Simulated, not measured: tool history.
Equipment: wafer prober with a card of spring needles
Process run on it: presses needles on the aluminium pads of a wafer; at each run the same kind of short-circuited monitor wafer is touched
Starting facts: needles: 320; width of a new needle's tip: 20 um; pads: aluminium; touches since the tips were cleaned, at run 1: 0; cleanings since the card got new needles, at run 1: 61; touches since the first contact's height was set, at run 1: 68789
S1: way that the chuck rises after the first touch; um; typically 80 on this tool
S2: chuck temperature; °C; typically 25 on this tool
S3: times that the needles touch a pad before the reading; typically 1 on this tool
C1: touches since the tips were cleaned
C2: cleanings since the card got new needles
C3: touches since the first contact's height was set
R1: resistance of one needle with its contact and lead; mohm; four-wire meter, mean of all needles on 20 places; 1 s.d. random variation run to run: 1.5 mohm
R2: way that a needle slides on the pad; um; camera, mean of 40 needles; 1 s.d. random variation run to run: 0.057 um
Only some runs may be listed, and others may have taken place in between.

run,hour,S1,S2,S3,C1,C2,C3,R1,R2
1,0.0,80,25,1,0,61,68789,147,11.56
# hour 10.1: tips cleaned on abrasive film
# hour 18.3: tips cleaned on abrasive film
# hour 28.4: tips cleaned on abrasive film
# hour 38.6: tips cleaned on abrasive film
# hour 48.7: tips cleaned on abrasive film
# hour 58.9: tips cleaned on abrasive film
# hour 69.0: tips cleaned on abrasive film
# hour 79.1: tips cleaned on abrasive film
# hour 87.3: tips cleaned on abrasive film
# hour 96.0: tips cleaned on abrasive film
2,96.0,80,25,1,0,71,120298,145,11.52
# hour 106.2: tips cleaned on abrasive film
# hour 116.3: tips cleaned on abrasive film
# hour 126.4: tips cleaned on abrasive film
# hour 136.6: tips cleaned on abrasive film
# hour 144.7: tips cleaned on abrasive film
3,150.3,80,25,2,3013,76,149448,149,11.37
# hour 154.4: tips cleaned on abrasive film
# hour 162.5: tips cleaned on abrasive film
# hour 172.7: tips cleaned on abrasive film
# hour 180.8: tips cleaned on abrasive film
# hour 191.0: tips cleaned on abrasive film
# hour 201.1: tips cleaned on abrasive film
4,205.1,80,25,2,2144,82,178819,146,11.36
# hour 211.2: tips cleaned on abrasive film
# hour 219.3: tips cleaned on abrasive film
# hour 229.5: tips cleaned on abrasive film
# hour 239.6: tips cleaned on abrasive film
# hour 247.8: tips cleaned on abrasive film
# hour 257.9: tips cleaned on abrasive film
# hour 268.0: tips cleaned on abrasive film
5,273.6,80,25,2,3006,89,215587,150,11.39
# hour 277.7: tips cleaned on abrasive film
# hour 287.9: tips cleaned on abrasive film
# hour 296.0: tips cleaned on abrasive film
# hour 306.1: tips cleaned on abrasive film
# hour 314.3: tips cleaned on abrasive film
# hour 324.4: tips cleaned on abrasive film
# hour 324.7: height of the first contact set anew
# hour 332.9: tips cleaned on abrasive film
# hour 341.0: tips cleaned on abrasive film
6,343.4,80,25,2,1281,97,9995,145,11.35
# hour 349.5: tips cleaned on abrasive film
# hour 359.6: tips cleaned on abrasive film
# hour 369.8: tips cleaned on abrasive film
# hour 379.9: tips cleaned on abrasive film
# hour 390.1: tips cleaned on abrasive film
# hour 398.2: tips cleaned on abrasive film
7,406.2,80,25,2,4341,103,43740,148,11.34
# hour 408.3: tips cleaned on abrasive film
# hour 418.5: tips cleaned on abrasive film
# hour 428.6: tips cleaned on abrasive film
# hour 438.7: tips cleaned on abrasive film
# hour 448.9: tips cleaned on abrasive film
# hour 459.0: tips cleaned on abrasive film
# hour 469.2: tips cleaned on abrasive film
8,471.4,90,25,1,1195,110,78697,145,12.76
# hour 477.5: tips cleaned on abrasive film
# hour 487.7: tips cleaned on abrasive film
# hour 495.8: tips cleaned on abrasive film
# hour 505.9: tips cleaned on abrasive film
# hour 516.1: tips cleaned on abrasive film
# hour 526.2: tips cleaned on abrasive film
# hour 534.4: tips cleaned on abrasive film
9,542.4,90,25,1,4339,117,116799,145,12.79
# hour 544.5: tips cleaned on abrasive film
# hour 554.6: tips cleaned on abrasive film
# hour 562.8: tips cleaned on abrasive film
# hour 572.9: tips cleaned on abrasive film
# hour 583.0: tips cleaned on abrasive film
# hour 591.2: tips cleaned on abrasive film
# hour 601.3: tips cleaned on abrasive film
# hour 611.5: tips cleaned on abrasive film
# hour 619.6: tips cleaned on abrasive film
10,625.3,88,25,2,3101,126,161286,143,12.52
# hour 629.4: tips cleaned on abrasive film
# hour 637.6: tips cleaned on abrasive film
# hour 645.7: tips cleaned on abrasive film
# hour 655.9: tips cleaned on abrasive film
# hour 664.0: tips cleaned on abrasive film
# hour 674.1: tips cleaned on abrasive film
# hour 682.3: tips cleaned on abrasive film
11,688.7,61,25,2,3497,133,195278,148,8.63
# hour 690.8: tips cleaned on abrasive film
# hour 701.0: tips cleaned on abrasive film
# hour 709.1: tips cleaned on abrasive film
# hour 719.3: tips cleaned on abrasive film
# hour 729.4: tips cleaned on abrasive film
# hour 739.6: tips cleaned on abrasive film
# hour 749.7: tips cleaned on abrasive film
# hour 759.8: tips cleaned on abrasive film
# hour 770.0: tips cleaned on abrasive film
# hour 778.3: height of the first contact set anew
# hour 778.9: tips cleaned on abrasive film
12,778.9,61,25,2,0,143,242,150,8.66
# hour 789.0: tips cleaned on abrasive film
# hour 797.1: tips cleaned on abrasive film
# hour 807.3: tips cleaned on abrasive film
# hour 817.4: tips cleaned on abrasive film
# hour 827.6: tips cleaned on abrasive film
# hour 835.7: tips cleaned on abrasive film
# hour 845.9: tips cleaned on abrasive film
# hour 856.0: tips cleaned on abrasive film
# hour 864.1: tips cleaned on abrasive film
13,871.8,61,25,2,4164,152,50146,152,8.63
# hour 873.9: tips cleaned on abrasive film
# hour 884.1: tips cleaned on abrasive film
# hour 894.2: tips cleaned on abrasive film
# hour 904.4: tips cleaned on abrasive film
# hour 914.5: tips cleaned on abrasive film
# hour 922.6: tips cleaned on abrasive film
# hour 932.8: tips cleaned on abrasive film
# hour 942.9: tips cleaned on abrasive film
# hour 953.1: tips cleaned on abrasive film
14,953.4,89,25,2,174,161,93883,145,12.58
# hour 961.5: tips cleaned on abrasive film
# hour 971.7: tips cleaned on abrasive film
# hour 981.8: tips cleaned on abrasive film
# hour 992.0: tips cleaned on abrasive film
# hour 1002.1: tips cleaned on abrasive film
# hour 1012.3: tips cleaned on abrasive film
# hour 1022.4: tips cleaned on abrasive film
# hour 1030.5: tips cleaned on abrasive film
# hour 1039.9: tips cleaned on abrasive film
15,1039.9,80,25,1,0,170,140295,143,11.26
# hour 1050.1: tips cleaned on abrasive film
# hour 1060.2: tips cleaned on abrasive film
# hour 1070.4: tips cleaned on abrasive film
# hour 1080.5: tips cleaned on abrasive film
# hour 1088.6: tips cleaned on abrasive film
# hour 1097.5: tips cleaned on abrasive film
16,1097.5,60,62,2,0,176,171209,156,8.52
# hour 1105.7: tips cleaned on abrasive film
# hour 1113.8: tips cleaned on abrasive film
# hour 1124.0: tips cleaned on abrasive film
# hour 1132.1: tips cleaned on abrasive film
# hour 1142.2: tips cleaned on abrasive film
# hour 1150.4: tips cleaned on abrasive film
# hour 1160.5: tips cleaned on abrasive film
# hour 1170.7: tips cleaned on abrasive film
# hour 1180.8: tips cleaned on abrasive film
17,1184.3,60,91,1,1871,185,217733,164,8.41

Expected results for the next run?
# hour 1190.4: tips cleaned on abrasive film
# hour 1200.5: tips cleaned on abrasive film
# hour 1208.7: tips cleaned on abrasive film
# hour 1218.8: tips cleaned on abrasive film
# hour 1229.0: tips cleaned on abrasive film
# hour 1231.3: height of the first contact set anew
# hour 1239.4: tips cleaned on abrasive film
18,1243.2,79,28,1,2069,191,6426,?,?

Run 18 produced R1 145 mohm, R2 11.15 um.
Minus the tool's unlogged condition, the same run would have read R1 145 mohm, R2 11.41 um.
